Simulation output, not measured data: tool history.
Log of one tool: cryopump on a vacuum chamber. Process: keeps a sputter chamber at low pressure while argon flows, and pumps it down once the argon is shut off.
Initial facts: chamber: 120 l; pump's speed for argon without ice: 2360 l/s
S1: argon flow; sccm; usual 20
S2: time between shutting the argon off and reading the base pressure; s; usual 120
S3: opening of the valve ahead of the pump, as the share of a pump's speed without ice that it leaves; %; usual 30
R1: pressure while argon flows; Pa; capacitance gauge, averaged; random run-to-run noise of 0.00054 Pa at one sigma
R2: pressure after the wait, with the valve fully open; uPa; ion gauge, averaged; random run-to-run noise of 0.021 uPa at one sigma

run,hour,S1,S2,S3,R1,R2
1,0.0,20,120,30,0.0502,1.65
2,16.0,20,120,30,0.0515,1.64
3,37.8,20,120,30,0.0510,1.71
4,50.3,23,120,30,0.0585,1.65
5,70.8,23,120,30,0.0592,1.73
6,83.1,23,120,30,0.0584,1.70
7,102.1,20,120,30,0.0518,1.76
8,124.8,20,120,15,0.0998,1.77
9,136.6,20,120,27,0.0573,1.79
10,158.0,20,45,30,0.0517,2.27
11,178.1,20,122,30,0.0513,1.85
12,193.0,20,122,30,0.0522,1.87
13,204.5,20,122,30,0.0522,1.86
14,225.7,20,120,53,0.0318,1.96
15,237.4,20,120,53,0.0316,1.93
16,258.0,20,61,30,0.0521,2.18
17,274.8,20,61,30,0.0534,2.23
18,286.9,12,61,16,0.0575,2.27
19,303.9,25,49,23,0.0835,2.43
20,325.3,25,248,30,0.0665,1.81
21,340.9,19,62,29,0.0529,2.21
# hour 358.1: pump warmed up, emptied and cooled again
22,366.5,19,62,29,0.0481,1.81
23,391.2,19,62,29,0.0474,1.86
24,413.9,19,56,29,0.0472,1.93
25,427.6,20,56,32,0.0453,1.99
26,448.5,9,120,30,0.0216,1.54
27,466.5,9,120,30,0.0214,1.62
28,487.0,11,72,30,0.0261,1.86
29,505.6,17,158,28,0.0439,1.55
30,520.9,20,21,40,0.0366,3.10
31,539.0,34,23,58,0.0436,2.90
32,560.6,33,71,43,0.0563,1.92
33,580.0,33,51,54,0.0450,2.11
34,597.8,18,82,48,0.0284,1.81

Predict each of these 3 candidate next runs independently; none follows another, all start after run 34:
A,619.5,11,82,48,?,?
B,619.5,29,100,30,?,?
C,619.5,18,139,38,?,?

run,R1,R2
A,0.0171,1.86
B,0.0717,1.80
C,0.0350,1.65
The same runs, with their run-to-run variation unchanged, on a tool lacking any hidden condition would have given:
run,R1,R2
A,0.0163,0.56
B,0.0696,0.48
C,0.0337,0.35

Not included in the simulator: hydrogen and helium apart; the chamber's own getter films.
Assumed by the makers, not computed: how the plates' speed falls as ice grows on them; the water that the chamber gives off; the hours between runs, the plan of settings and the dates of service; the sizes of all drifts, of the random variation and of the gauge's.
